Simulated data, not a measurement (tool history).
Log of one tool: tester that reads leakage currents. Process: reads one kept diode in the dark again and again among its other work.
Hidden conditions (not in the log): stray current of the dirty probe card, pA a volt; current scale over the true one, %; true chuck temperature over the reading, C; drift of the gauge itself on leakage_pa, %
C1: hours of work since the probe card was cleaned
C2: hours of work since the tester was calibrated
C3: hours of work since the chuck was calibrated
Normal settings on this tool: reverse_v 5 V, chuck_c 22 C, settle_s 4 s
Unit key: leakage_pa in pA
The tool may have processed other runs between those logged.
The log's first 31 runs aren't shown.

run 32 day=87.058 | reverse_v=12.19 chuck_c=30 settle_s=4 | C1=2216 C2=238 C3=665 | leakage_pa=236.55
run 33 day=90.775 | reverse_v=12.19 chuck_c=30 settle_s=4 | C1=2252 C2=275 C3=702 | leakage_pa=237.07
run 34 day=94.283 | reverse_v=12.19 chuck_c=30 settle_s=4 | C1=2287 C2=309 C3=736 | leakage_pa=236.72
run 35 day=97.346 | reverse_v=12.19 chuck_c=26 settle_s=4 | C1=2317 C2=340 C3=767 | leakage_pa=172.03
run 36 day=99.617 | reverse_v=12.19 chuck_c=26 settle_s=4 | C1=2340 C2=362 C3=789 | leakage_pa=171.93
run 37 day=102.954 | reverse_v=6.96 chuck_c=41 settle_s=4 | C1=2373 C2=395 C3=822 | leakage_pa=447.57
run 38 day=105.812 | reverse_v=6.96 chuck_c=41 settle_s=4 | C1=2401 C2=423 C3=850 | leakage_pa=451
run 39 day=107.838 | reverse_v=6.9 chuck_c=59 settle_s=0.63 | C1=2421 C2=443 C3=870 | leakage_pa=1649.42

4 ways to go on from here, each from the tool as it stands after run 39. What would each give?
run A day=111.096 | reverse_v=1.04 chuck_c=22 settle_s=0.77 | C1=2453 C2=475 C3=902 | leakage_pa=?
run B day=111.096 | reverse_v=14.74 chuck_c=53 settle_s=4 | C1=2453 C2=475 C3=902 | leakage_pa=?
run C day=111.096 | reverse_v=5 chuck_c=31 settle_s=4 | C1=2453 C2=475 C3=902 | leakage_pa=?
run D day=111.096 | reverse_v=6.9 chuck_c=59 settle_s=0.9 | C1=2453 C2=475 C3=902 | leakage_pa=?

run=A leakage_pa=48.14
run=B leakage_pa=1426.06
run=C leakage_pa=182.39
run=D leakage_pa=1649.37
Without the tool's unlogged condition, the same runs would have read:
run=A leakage_pa=48.12
run=B leakage_pa=1434.27
run=C leakage_pa=181.16
run=D leakage_pa=1666.7
